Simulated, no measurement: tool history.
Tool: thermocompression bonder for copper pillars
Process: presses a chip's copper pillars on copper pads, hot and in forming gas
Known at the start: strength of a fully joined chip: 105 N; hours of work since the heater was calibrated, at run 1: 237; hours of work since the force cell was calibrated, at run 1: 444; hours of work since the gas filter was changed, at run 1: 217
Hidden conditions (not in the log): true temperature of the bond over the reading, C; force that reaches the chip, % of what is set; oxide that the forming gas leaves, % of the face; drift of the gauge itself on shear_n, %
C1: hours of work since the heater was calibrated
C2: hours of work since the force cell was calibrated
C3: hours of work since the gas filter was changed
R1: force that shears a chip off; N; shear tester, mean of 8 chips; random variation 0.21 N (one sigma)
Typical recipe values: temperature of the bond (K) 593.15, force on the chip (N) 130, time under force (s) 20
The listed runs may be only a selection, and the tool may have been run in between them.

Run 1, hour 0.0: usual settings; C1 237; C2 444; C3 217. Result: R1 45.5 N.
Run 2, hour 36.7: usual settings; C1 252; C2 459; C3 232. Result: R1 45.3 N.
Run 3, hour 62.3: usual settings but time under force (s) 31; C1 263; C2 470; C3 243. Result: R1 52.6 N.
Run 4, hour 84.4: usual settings but temperature of the bond (K) 599.15; C1 272; C2 480; C3 252. Result: R1 48.5 N.
Run 5, hour 107.3: usual settings but temperature of the bond (K) 599.15; C1 282; C2 489; C3 262. Result: R1 48.4 N.
Run 6, hour 136.3: usual settings; C1 294; C2 501; C3 274. Result: R1 45.1 N.
Run 7, hour 177.2: usual settings; C1 311; C2 519; C3 291. Result: R1 45.0 N.
Run 8, hour 204.9: usual settings; C1 323; C2 530; C3 303. Result: R1 45.0 N.
Run 9, hour 250.7: usual settings; C1 342; C2 549; C3 322. Result: R1 44.9 N.
Run 10, hour 285.7: usual settings but force on the chip (N) 189; C1 357; C2 564; C3 337. Result: R1 54.5 N.
Run 11, hour 333.9: usual settings but force on the chip (N) 189; C1 377; C2 584; C3 357. Result: R1 54.6 N.
At hour 344.9: forming gas filter changed.
Run 12, hour 384.6: usual settings but force on the chip (N) 189; C1 398; C2 606; C3 17. Result: R1 58.9 N.
Run 13, hour 419.2: usual settings but temperature of the bond (K) 575.15; C1 413; C2 620; C3 31. Result: R1 37.6 N.
Run 14, hour 464.1: usual settings; C1 432; C2 639; C3 50. Result: R1 48.2 N.
Run 15, hour 486.3: usual settings but force on the chip (N) 100; C1 441; C2 648; C3 59. Result: R1 41.4 N.
Run 16, hour 520.8: usual settings but force on the chip (N) 100; C1 456; C2 663; C3 74. Result: R1 41.5 N.
Run 17, hour 571.7: usual settings but force on the chip (N) 100; C1 477; C2 684; C3 95. Result: R1 41.2 N.
Run 18, hour 593.9: usual settings but force on the chip (N) 100; C1 486; C2 694; C3 105. Result: R1 41.4 N.
Run 19, hour 627.9: usual settings but force on the chip (N) 100; C1 501; C2 708; C3 119. Result: R1 41.1 N.
Run 20, hour 659.9: usual settings but force on the chip (N) 100; C1 514; C2 721; C3 132. Result: R1 41.1 N.
Run 21, hour 687.5: usual settings but temperature of the bond (K) 564.15, force on the chip (N) 185; C1 526; C2 733; C3 144. Result: R1 39.2 N.
Run 22, hour 730.0: usual settings but force on the chip (N) 97, time under force (s) 48; C1 544; C2 751; C3 162. Result: R1 55.1 N.
Run 23, hour 752.8: usual settings but temperature of the bond (K) 610.15, force on the chip (N) 97, time under force (s) 59; C1 553; C2 760; C3 171. Result: R1 69.4 N.
Run 24, hour 799.9: usual settings but temperature of the bond (K) 581.15; C1 573; C2 780; C3 191. Result: R1 40.4 N.
Run 25, hour 838.2: usual settings but temperature of the bond (K) 603.15, force on the chip (N) 100; C1 589; C2 796; C3 207. Result: R1 46.4 N.
Run 26, hour 883.8: usual settings but temperature of the bond (K) 619.15, force on the chip (N) 93, time under force (s) 36; C1 608; C2 815; C3 227. Result: R1 64.4 N.
Run 27, hour 907.6: usual settings but temperature of the bond (K) 615.15, force on the chip (N) 185, time under force (s) 50; C1 618; C2 825; C3 237. Result: R1 85.6 N.
Run 28, hour 949.3: usual settings but temperature of the bond (K) 615.15, force on the chip (N) 185, time under force (s) 50; C1 636; C2 843; C3 254. Result: R1 84.7 N.
Run 29, hour 976.7: usual settings but temperature of the bond (K) 615.15, force on the chip (N) 185, time under force (s) 50; C1 647; C2 854; C3 266. Result: R1 84.6 N.
Run 30, hour 1010.9: usual settings but temperature of the bond (K) 566.15, force on the chip (N) 139, time under force (s) 33; C1 662; C2 869; C3 280. Result: R1 41.2 N.
At hour 1019.4: force cell calibrated.
Run 31, hour 1060.0: usual settings but temperature of the bond (K) 581.15, force on the chip (N) 187, time under force (s) 33; C1 682; C2 17; C3 300. Result: R1 56.4 N.
Run 32, hour 1110.1: usual settings but temperature of the bond (K) 581.15, force on the chip (N) 187, time under force (s) 33; C1 703; C2 38; C3 321. Result: R1 56.4 N.
Run 33, hour 1146.2: usual settings but temperature of the bond (K) 581.15, force on the chip (N) 187, time under force (s) 33; C1 718; C2 53; C3 336. Result: R1 56.0 N.
Run 34, hour 1177.8: usual settings but temperature of the bond (K) 616.15, force on the chip (N) 138, time under force (s) 22; C1 731; C2 67; C3 350. Result: R1 62.0 N.
At hour 1206.7: forming gas filter changed.
Run 35, hour 1216.3: usual settings but temperature of the bond (K) 616.15, force on the chip (N) 87, time under force (s) 57; C1 747; C2 83; C3 4. Result: R1 71.0 N.
Run 36, hour 1267.9: usual settings but temperature of the bond (K) 603.15, force on the chip (N) 80, time under force (s) 43; C1 769; C2 104; C3 26. Result: R1 54.6 N.
Run 37, hour 1296.8: usual settings but temperature of the bond (K) 571.15, time under force (s) 40; C1 781; C2 116; C3 38. Result: R1 46.9 N.
Run 38, hour 1344.9: usual settings but temperature of the bond (K) 609.15, time under force (s) 19; C1 801; C2 137; C3 58. Result: R1 57.0 N.
Run 39, hour 1381.6: usual settings but force on the chip (N) 80, time under force (s) 53; C1 817; C2 152; C3 74. Result: R1 52.0 N.

Measured minus without-hidden-state, run by run (identical run-to-run variation in each term; gauge scatter may differ):
run    R1
  1  +0.3
  2  +0.3
  3  +0.1
  4  +0.1
  5  +0.0
  6  +0.1
  7  +0.1
  8  +0.1
  9  +0.0
 10  -0.5
 11  -0.7
 12  +3.6
 13  +2.9
 14  +3.1
 15  +2.9
 16  +2.9
 17  +2.8
 18  +2.8
 19  +2.8
 20  +2.7
 21  +2.8
 22  +2.9
 23  +2.4
 24  +2.6
 25  +2.5
 26  +2.1
 27  +0.0
 28  -0.2
 29  -0.4
 30  +2.6
 31  +0.1
 32  -0.1
 33  -0.1
 34  -0.9
 35  +3.6
 36  +3.5
 37  +3.6
 38  +3.4
 39  +3.4
